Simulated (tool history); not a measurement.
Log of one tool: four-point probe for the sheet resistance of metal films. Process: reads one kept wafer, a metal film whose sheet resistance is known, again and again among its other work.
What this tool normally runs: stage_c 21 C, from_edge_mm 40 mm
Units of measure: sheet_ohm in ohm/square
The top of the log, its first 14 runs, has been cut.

run	hour	stage_c	from_edge_mm	touches since the probe head was changed	hours of work since the stage's thermometer was calibrated	sheet_ohm
15	152.3	21	43	7459	569	23.394870
16	162.7	21	43	7758	574	23.395525
17	178.3	21	43	8207	581	23.397981
18	187.4	20	38	8468	585	23.418121
19	198.7	20	38	8793	590	23.405742
20	214.1	20	38	9235	596	23.417488
21	223.3	29	23	9500	600	23.346068
22	230.8	21	21	9716	604	23.426454
23	246.0	20	4	10153	610	24.173618

Forecast run 24:
24	253.4	22	7	10365	613	?

Logged for run 24: sheet_ohm 23.647168 ohm/square.
With no hidden state in the tool, this same run would have given sheet_ohm 23.710688 ohm/square.

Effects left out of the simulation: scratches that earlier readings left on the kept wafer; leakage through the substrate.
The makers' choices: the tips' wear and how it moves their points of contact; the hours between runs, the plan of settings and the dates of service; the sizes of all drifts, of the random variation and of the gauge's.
